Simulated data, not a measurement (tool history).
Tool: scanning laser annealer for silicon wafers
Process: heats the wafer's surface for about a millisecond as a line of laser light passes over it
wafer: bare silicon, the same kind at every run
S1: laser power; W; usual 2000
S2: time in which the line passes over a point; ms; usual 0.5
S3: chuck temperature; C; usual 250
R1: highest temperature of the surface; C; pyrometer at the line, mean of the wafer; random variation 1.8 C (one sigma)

run,hour,S1,S2,S3,R1
1,0,2000,0.5,250,1033
2,23.7,2000,0.5,250,1036
3,44.1,2000,0.5,250,1027
4,71.4,2000,0.5,250,1028
5,98,2000,0.5,250,1031
6,139.4,2000,0.5,250,1026
7,175.4,2000,0.514,250,1036
8,193.5,2039,0.5,250,1042
9,229.3,1713,0.5,250,907
10,265,2000,0.5,250,1022
11,305.5,2000,0.5,250,1025
12,327.2,2000,0.5,250,1019
13,357.3,2000,0.5,260,1029
14,389.5,2000,0.5,260,1028
15,429.6,2000,0.5,260,1029
16,463.1,2000,0.547,260,1059
# hour 492.6: window over the wafer cleaned
17,493.8,2000,0.5,250,1056
18,525.9,2000,0.5,250,1053
19,544.1,2000,0.604,250,1128
20,561.9,2000,0.604,250,1122
21,596.6,2000,0.604,250,1122
22,633.6,2169,0.509,222,1094
23,670.1,2169,0.509,222,1096
24,689.7,2169,0.509,222,1098
25,719.4,1945,0.42,270,981
26,749.4,1945,0.42,270,981
27,773.7,1945,0.42,270,981
28,806.5,2000,0.375,250,948
29,849.6,2000,0.375,250,942
30,877.2,1997,0.498,231,1021
31,902.3,1997,0.498,231,1019
32,945.9,1997,0.498,231,1017
33,975.1,1802,0.5,226,932
34,998.2,1802,0.5,226,934
35,1027,2197,0.5,215,1080
36,1064.7,2197,0.48,235,1088
37,1083.5,2197,0.48,235,1086
# hour 1104.9: optics aligned, line set to its width
38,1111.3,2197,0.48,235,1109
39,1143.3,1921,0.395,288,979
40,1165.2,1921,0.395,288,975

3 ways to go on from here, each from the tool as it stands after run 40. What would each give?
A,1201.4,2000,0.5,275,?
B,1201.4,2047,0.509,247,?
C,1201.4,2169,0.536,280,?

run,R1
A,1078
B,1078
C,1184
Without the tool's hidden state the same runs would have given:
run,R1
A,1099
B,1099
C,1207
